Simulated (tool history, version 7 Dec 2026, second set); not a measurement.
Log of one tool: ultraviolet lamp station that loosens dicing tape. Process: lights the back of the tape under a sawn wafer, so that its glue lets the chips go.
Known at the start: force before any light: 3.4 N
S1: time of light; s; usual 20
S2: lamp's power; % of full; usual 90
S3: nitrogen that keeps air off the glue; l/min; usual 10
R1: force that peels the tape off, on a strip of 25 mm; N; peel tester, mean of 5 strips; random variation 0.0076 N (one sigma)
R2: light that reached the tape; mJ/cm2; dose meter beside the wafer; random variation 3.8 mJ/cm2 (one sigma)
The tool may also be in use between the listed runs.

run	hour	S1	S2	S3	R1	R2
1	0.0	20	90	10	0.293	651
2	4.4	20	90	10	0.285	666
3	9.4	20	90	3	0.516	655
4	17.6	17	90	3	0.651	554
5	25.0	17	90	3	0.685	556
6	34.1	17	90	3	0.700	563
7	43.1	17	90	3	0.676	561
8	47.6	17	90	6	0.495	553
9	57.8	15	62	6	0.976	340
10	64.7	11	89	6	0.915	360
11	74.7	19	70	6	0.604	488
12	80.9	18	90	9	0.353	594
13	87.5	15	70	15	0.604	383

The same runs without the tool's hidden state, with the same run-to-run variation:
The hidden state here: lamp's light, % of a new lamp's; light that the window lets through, % of a clean one's; drift of the gauge itself on peel_n, %; drift of the gauge itself on dose_mj_cm2, %.
run	R2
1	651
2	667
3	654
4	553
5	555
6	561
7	558
8	551
9	338
10	358
11	484
12	589
13	379
R1: within 0.001 N of the measured result in every run.

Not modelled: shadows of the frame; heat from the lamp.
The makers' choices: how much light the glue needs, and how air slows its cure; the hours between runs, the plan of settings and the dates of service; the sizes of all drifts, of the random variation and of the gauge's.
